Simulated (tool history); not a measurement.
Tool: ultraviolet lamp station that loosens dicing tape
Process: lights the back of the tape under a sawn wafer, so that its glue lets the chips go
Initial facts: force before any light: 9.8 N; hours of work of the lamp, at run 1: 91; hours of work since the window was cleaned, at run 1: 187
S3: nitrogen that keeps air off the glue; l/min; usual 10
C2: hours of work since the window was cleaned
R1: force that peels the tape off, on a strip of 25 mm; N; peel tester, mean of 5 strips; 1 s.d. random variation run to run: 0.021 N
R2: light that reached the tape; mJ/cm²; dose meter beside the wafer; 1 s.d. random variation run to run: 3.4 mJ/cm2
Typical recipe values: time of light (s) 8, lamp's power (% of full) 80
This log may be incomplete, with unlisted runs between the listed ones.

run 1 hour=0.0 | time_of_light_(s)=8 lamp's_power_(%_of_full)=80 S3=10 | hours_of_work_of_the_lamp=91 C2=187 | R1=1.086 R2=541
run 2 hour=47.8 | time_of_light_(s)=8 lamp's_power_(%_of_full)=80 S3=10 | hours_of_work_of_the_lamp=127 C2=222 | R1=1.029 R2=536
run 3 hour=99.0 | time_of_light_(s)=8 lamp's_power_(%_of_full)=80 S3=10 | hours_of_work_of_the_lamp=165 C2=261 | R1=1.022 R2=539
run 4 hour=120.1 | time_of_light_(s)=8 lamp's_power_(%_of_full)=80 S3=10 | hours_of_work_of_the_lamp=181 C2=277 | R1=1.041 R2=541
run 5 hour=156.7 | time_of_light_(s)=8 lamp's_power_(%_of_full)=80 S3=10 | hours_of_work_of_the_lamp=208 C2=304 | R1=1.079 R2=534
-- hour=180.2 window cleaned of glue's vapour
run 6 hour=206.3 | time_of_light_(s)=8 lamp's_power_(%_of_full)=80 S3=10 | hours_of_work_of_the_lamp=245 C2=20 | R1=1.045 R2=538
run 7 hour=241.5 | time_of_light_(s)=8 lamp's_power_(%_of_full)=80 S3=10 | hours_of_work_of_the_lamp=271 C2=46 | R1=1.042 R2=536
run 8 hour=275.6 | time_of_light_(s)=8 lamp's_power_(%_of_full)=80 S3=10 | hours_of_work_of_the_lamp=297 C2=71 | R1=1.008 R2=539
run 9 hour=315.4 | time_of_light_(s)=8 lamp's_power_(%_of_full)=80 S3=10 | hours_of_work_of_the_lamp=327 C2=101 | R1=1.002 R2=538
run 10 hour=354.7 | time_of_light_(s)=6 lamp's_power_(%_of_full)=80 S3=10 | hours_of_work_of_the_lamp=356 C2=131 | R1=1.810 R2=403
run 11 hour=381.9 | time_of_light_(s)=7 lamp's_power_(%_of_full)=80 S3=10 | hours_of_work_of_the_lamp=377 C2=151 | R1=1.357 R2=471
run 12 hour=424.6 | time_of_light_(s)=7 lamp's_power_(%_of_full)=80 S3=10 | hours_of_work_of_the_lamp=409 C2=183 | R1=1.380 R2=468
run 13 hour=461.0 | time_of_light_(s)=7 lamp's_power_(%_of_full)=80 S3=10 | hours_of_work_of_the_lamp=436 C2=210 | R1=1.379 R2=472
run 14 hour=496.1 | time_of_light_(s)=7 lamp's_power_(%_of_full)=80 S3=10 | hours_of_work_of_the_lamp=462 C2=237 | R1=1.311 R2=464
run 15 hour=542.4 | time_of_light_(s)=8 lamp's_power_(%_of_full)=80 S3=15 | hours_of_work_of_the_lamp=497 C2=272 | R1=0.768 R2=537
run 16 hour=576.0 | time_of_light_(s)=8 lamp's_power_(%_of_full)=68 S3=10 | hours_of_work_of_the_lamp=522 C2=297 | R1=1.436 R2=457
-- hour=609.1 window cleaned of glue's vapour
run 17 hour=615.2 | time_of_light_(s)=8 lamp's_power_(%_of_full)=60 S3=18 | hours_of_work_of_the_lamp=551 C2=5 | R1=1.213 R2=398
run 18 hour=664.6 | time_of_light_(s)=8 lamp's_power_(%_of_full)=60 S3=18 | hours_of_work_of_the_lamp=588 C2=42 | R1=1.215 R2=401
run 19 hour=712.0 | time_of_light_(s)=12 lamp's_power_(%_of_full)=80 S3=12 | hours_of_work_of_the_lamp=624 C2=77 | R1=0.309 R2=803
run 20 hour=735.8 | time_of_light_(s)=8 lamp's_power_(%_of_full)=98 S3=18 | hours_of_work_of_the_lamp=642 C2=95 | R1=0.394 R2=660
run 21 hour=770.2 | time_of_light_(s)=10 lamp's_power_(%_of_full)=67 S3=7 | hours_of_work_of_the_lamp=667 C2=121 | R1=1.254 R2=561
run 22 hour=792.1 | time_of_light_(s)=10 lamp's_power_(%_of_full)=67 S3=7 | hours_of_work_of_the_lamp=684 C2=137 | R1=1.249 R2=561
run 23 hour=812.9 | time_of_light_(s)=14 lamp's_power_(%_of_full)=65 S3=4 | hours_of_work_of_the_lamp=699 C2=153 | R1=1.084 R2=763
run 24 hour=850.5 | time_of_light_(s)=11 lamp's_power_(%_of_full)=86 S3=13 | hours_of_work_of_the_lamp=728 C2=181 | R1=0.306 R2=796
-- hour=862.3 lamp changed
run 25 hour=895.2 | time_of_light_(s)=5 lamp's_power_(%_of_full)=62 S3=10 | hours_of_work_of_the_lamp=25 C2=214 | R1=3.125 R2=262
run 26 hour=922.0 | time_of_light_(s)=9 lamp's_power_(%_of_full)=61 S3=11 | hours_of_work_of_the_lamp=45 C2=234 | R1=1.272 R2=462
run 27 hour=964.6 | time_of_light_(s)=5 lamp's_power_(%_of_full)=77 S3=10 | hours_of_work_of_the_lamp=77 C2=266 | R1=2.537 R2=325
run 28 hour=995.1 | time_of_light_(s)=5 lamp's_power_(%_of_full)=68 S3=10 | hours_of_work_of_the_lamp=100 C2=289 | R1=2.890 R2=288
run 29 hour=1022.2 | time_of_light_(s)=8 lamp's_power_(%_of_full)=80 S3=4 | hours_of_work_of_the_lamp=120 C2=309 | R1=2.051 R2=536
-- hour=1038.6 window cleaned of glue's vapour
run 30 hour=1073.4 | time_of_light_(s)=7 lamp's_power_(%_of_full)=80 S3=16 | hours_of_work_of_the_lamp=158 C2=26 | R1=0.968 R2=474
run 31 hour=1112.0 | time_of_light_(s)=9 lamp's_power_(%_of_full)=93 S3=10 | hours_of_work_of_the_lamp=187 C2=55 | R1=0.530 R2=701
run 32 hour=1136.4 | time_of_light_(s)=4 lamp's_power_(%_of_full)=67 S3=10 | hours_of_work_of_the_lamp=205 C2=73 | R1=3.759 R2=228

Below are 5 alternative next runs, each starting from the tool's condition after run 32. Predict each:
run A hour=1186.6 | time_of_light_(s)=5 lamp's_power_(%_of_full)=61 S3=16 | hours_of_work_of_the_lamp=243 C2=111 | R1=? R2=?
run B hour=1186.6 | time_of_light_(s)=7 lamp's_power_(%_of_full)=80 S3=10 | hours_of_work_of_the_lamp=243 C2=111 | R1=? R2=?
run C hour=1186.6 | time_of_light_(s)=14 lamp's_power_(%_of_full)=67 S3=6 | hours_of_work_of_the_lamp=243 C2=111 | R1=? R2=?
run D hour=1186.6 | time_of_light_(s)=8 lamp's_power_(%_of_full)=65 S3=9 | hours_of_work_of_the_lamp=243 C2=111 | R1=? R2=?
run E hour=1186.6 | time_of_light_(s)=12 lamp's_power_(%_of_full)=89 S3=3 | hours_of_work_of_the_lamp=243 C2=111 | R1=? R2=?

run=A R1=2.656 R2=258
run=B R1=1.346 R2=467
run=C R1=0.683 R2=796
run=D R1=1.627 R2=434
run=E R1=0.978 R2=894
Without the tool's hidden state the same runs would have given:
run=A R1=2.650 R2=259
run=B R1=1.342 R2=467
run=C R1=0.680 R2=798
run=D R1=1.622 R2=435
run=E R1=0.974 R2=896

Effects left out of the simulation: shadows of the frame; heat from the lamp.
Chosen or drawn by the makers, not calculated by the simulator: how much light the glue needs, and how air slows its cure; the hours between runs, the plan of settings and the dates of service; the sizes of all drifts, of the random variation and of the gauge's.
